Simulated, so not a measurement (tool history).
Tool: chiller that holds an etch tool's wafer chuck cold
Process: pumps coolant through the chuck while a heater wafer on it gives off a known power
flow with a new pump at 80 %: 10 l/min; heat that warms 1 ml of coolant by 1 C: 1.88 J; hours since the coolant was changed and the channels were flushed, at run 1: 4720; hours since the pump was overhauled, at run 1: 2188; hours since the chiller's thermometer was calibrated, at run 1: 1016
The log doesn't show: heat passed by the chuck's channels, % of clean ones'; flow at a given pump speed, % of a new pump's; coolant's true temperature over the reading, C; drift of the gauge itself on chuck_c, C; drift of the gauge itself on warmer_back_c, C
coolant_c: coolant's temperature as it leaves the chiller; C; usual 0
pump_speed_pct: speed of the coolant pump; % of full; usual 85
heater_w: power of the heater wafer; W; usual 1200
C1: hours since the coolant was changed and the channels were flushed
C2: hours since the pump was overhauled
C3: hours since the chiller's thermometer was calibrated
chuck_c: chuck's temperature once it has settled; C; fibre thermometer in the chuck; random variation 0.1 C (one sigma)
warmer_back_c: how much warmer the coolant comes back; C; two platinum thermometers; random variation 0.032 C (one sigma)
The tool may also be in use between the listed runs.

run 1 hour=0 | coolant_c=0 pump_speed_pct=85 heater_w=1200 | C1=4720 C2=2188 C3=1016 | chuck_c=8.8 warmer_back_c=3.79
run 2 hour=52.7 | coolant_c=0 pump_speed_pct=85 heater_w=1200 | C1=4773 C2=2241 C3=1069 | chuck_c=9 warmer_back_c=3.7
run 3 hour=87.6 | coolant_c=0 pump_speed_pct=85 heater_w=1200 | C1=4807 C2=2276 C3=1104 | chuck_c=8.9 warmer_back_c=3.82
run 4 hour=153 | coolant_c=0 pump_speed_pct=85 heater_w=1200 | C1=4873 C2=2341 C3=1169 | chuck_c=8.9 warmer_back_c=3.75
run 5 hour=182.4 | coolant_c=10 pump_speed_pct=85 heater_w=1200 | C1=4902 C2=2371 C3=1199 | chuck_c=18.9 warmer_back_c=3.8
run 6 hour=216 | coolant_c=8 pump_speed_pct=85 heater_w=1200 | C1=4936 C2=2404 C3=1232 | chuck_c=17 warmer_back_c=3.79
run 7 hour=283 | coolant_c=8 pump_speed_pct=85 heater_w=1200 | C1=5003 C2=2471 C3=1299 | chuck_c=16.9 warmer_back_c=3.81
-- hour=340 coolant changed, channels flushed
run 8 hour=345.2 | coolant_c=8 pump_speed_pct=85 heater_w=1200 | C1=5 C2=2527 C3=1355 | chuck_c=15.5 warmer_back_c=3.77
run 9 hour=390.2 | coolant_c=8 pump_speed_pct=85 heater_w=1200 | C1=50 C2=2572 C3=1400 | chuck_c=15.4 warmer_back_c=3.82
run 10 hour=438.1 | coolant_c=8 pump_speed_pct=85 heater_w=1200 | C1=98 C2=2620 C3=1448 | chuck_c=15.6 warmer_back_c=3.82
run 11 hour=466.9 | coolant_c=3 pump_speed_pct=65 heater_w=949 | C1=127 C2=2649 C3=1477 | chuck_c=10.3 warmer_back_c=3.95
run 12 hour=515.2 | coolant_c=3 pump_speed_pct=85 heater_w=668 | C1=175 C2=2698 C3=1525 | chuck_c=6.9 warmer_back_c=2.1
run 13 hour=579.9 | coolant_c=-7 pump_speed_pct=85 heater_w=1135 | C1=240 C2=2762 C3=1590 | chuck_c=0 warmer_back_c=3.62
run 14 hour=636.2 | coolant_c=0 pump_speed_pct=85 heater_w=1067 | C1=296 C2=2819 C3=1646 | chuck_c=6.5 warmer_back_c=3.38
run 15 hour=698.4 | coolant_c=-1 pump_speed_pct=73 heater_w=1007 | C1=358 C2=2881 C3=1709 | chuck_c=6.1 warmer_back_c=3.8
run 16 hour=750.8 | coolant_c=0 pump_speed_pct=85 heater_w=843 | C1=411 C2=2933 C3=1761 | chuck_c=5.1 warmer_back_c=2.66
run 17 hour=809.9 | coolant_c=-7 pump_speed_pct=72 heater_w=1441 | C1=470 C2=2992 C3=1820 | chuck_c=3.4 warmer_back_c=5.47

5 ways to go on from here, each from the tool as it stands after run 17. What would each give?
run A hour=861.8 | coolant_c=8 pump_speed_pct=72 heater_w=1441 | C1=522 C2=3044 C3=1872 | chuck_c=? warmer_back_c=?
run B hour=861.8 | coolant_c=-7 pump_speed_pct=88 heater_w=1154 | C1=522 C2=3044 C3=1872 | chuck_c=? warmer_back_c=?
run C hour=861.8 | coolant_c=-8 pump_speed_pct=68 heater_w=1486 | C1=522 C2=3044 C3=1872 | chuck_c=? warmer_back_c=?
run D hour=861.8 | coolant_c=-8 pump_speed_pct=100 heater_w=1200 | C1=522 C2=3044 C3=1872 | chuck_c=? warmer_back_c=?
run E hour=861.8 | coolant_c=7 pump_speed_pct=85 heater_w=1410 | C1=522 C2=3044 C3=1872 | chuck_c=? warmer_back_c=?

run=A chuck_c=18.5 warmer_back_c=5.54
run=B chuck_c=0 warmer_back_c=3.6
run=C chuck_c=3.1 warmer_back_c=6.06
run=D chuck_c=-1.3 warmer_back_c=3.21
run=E chuck_c=16 warmer_back_c=4.48
Without the tool's hidden state the same runs would have given:
run=A chuck_c=18.1 warmer_back_c=5.17
run=B chuck_c=-0.1 warmer_back_c=3.36
run=C chuck_c=2.7 warmer_back_c=5.65
run=D chuck_c=-1.4 warmer_back_c=2.99
run=E chuck_c=15.7 warmer_back_c=4.18
